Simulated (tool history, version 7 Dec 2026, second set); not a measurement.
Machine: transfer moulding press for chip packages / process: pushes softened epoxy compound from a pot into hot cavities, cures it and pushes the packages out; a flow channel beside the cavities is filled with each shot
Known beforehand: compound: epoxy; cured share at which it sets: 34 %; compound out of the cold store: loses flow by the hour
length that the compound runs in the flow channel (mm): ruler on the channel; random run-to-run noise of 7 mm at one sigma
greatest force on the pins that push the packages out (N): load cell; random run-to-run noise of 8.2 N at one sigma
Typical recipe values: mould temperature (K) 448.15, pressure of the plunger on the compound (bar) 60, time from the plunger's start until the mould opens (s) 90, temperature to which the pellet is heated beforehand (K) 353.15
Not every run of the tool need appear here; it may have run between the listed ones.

run,day,mould temperature (K),pressure of the plunger on the compound (bar),time from the plunger's start until the mould opens (s),temperature to which the pellet is heated beforehand (K),incoming compound's hours out of the cold store,length that the compound runs in the flow channel (mm),greatest force on the pins that push the packages out (N)
1,0,448.15,60,90,353.15,34.1,791,358
2,0.542,448.15,60,90,353.15,23.1,823,447
3,1.442,448.15,60,90,353.15,15.4,861,545
4,2.025,448.15,60,90,353.15,44.9,742,597
# day 2.475: cavities cleaned with cleaning compound and waxed
5,2.879,448.15,60,90,353.15,21.1,822,418
6,3.646,448.15,60,90,353.15,32.2,774,503
7,4.479,448.15,60,99,353.15,35.8,775,551
# day 4.921: cavities cleaned with cleaning compound and waxed
8,5.438,448.15,60,90,353.15,43.3,734,435
9,6.029,448.15,55.9,90,353.15,27.1,763,503
10,6.45,448.15,55.9,90,353.15,42.1,719,539
11,6.988,448.15,55.9,90,353.15,38.5,721,584
# day 7.392: cavities cleaned with cleaning compound and waxed
12,7.788,448.15,60,90,353.15,39.8,734,409
13,8.229,448.15,60,90,353.15,14.5,836,484
14,8.796,448.15,60,72,353.15,41,732,685
15,9.321,448.15,55.4,79,353.15,22.1,764,692
# day 9.85: cavities cleaned with cleaning compound and waxed
16,9.917,448.15,49.1,124,353.15,34.4,673,318
17,10.662,448.15,60,90,345.15,8.8,854,474
18,11.154,448.15,60,90,348.15,20.7,806,530
19,12.017,448.15,60,90,353.15,31.7,743,552
# day 12.346: cavities cleaned with cleaning compound and waxed
20,12.767,448.15,60,90,353.15,22.5,783,429
21,13.196,448.15,69.7,87,353.15,39,769,462
22,13.933,448.15,62.5,84,343.15,11.5,837,614
23,14.438,448.15,51.9,101,352.15,37.1,666,546
# day 14.821: cavities cleaned with cleaning compound and waxed
24,15.292,448.15,51.9,101,352.15,40.2,645,382
# day 15.996: plunger's sealing rings changed
25,16.192,453.15,60,90,353.15,9.3,869,479
26,17.004,453.15,60,90,353.15,28.1,786,520
# day 17.392: cavities cleaned with cleaning compound and waxed
27,18.008,448.15,60,90,353.15,35.5,781,418
28,18.692,440.15,60,90,359.15,35.6,795,735

What if the next run were any one of these 4? Each begins from the tool's condition after run 28:
A,19.346,448.15,60,85,353.15,35.4,?,?
B,19.346,444.15,60,90,359.15,38.8,?,?
C,19.346,449.15,60,90,353.15,15.4,?,?
D,19.346,447.15,60,96,359.15,45.6,?,?

run,length that the compound runs in the flow channel (mm),greatest force on the pins that push the packages out (N)
A,764,593
B,780,642
C,857,549
D,738,540
Without the tool's unlogged condition, the same runs would have read:
run,length that the compound runs in the flow channel (mm),greatest force on the pins that push the packages out (N)
A,781,380
B,797,416
C,875,351
D,754,342
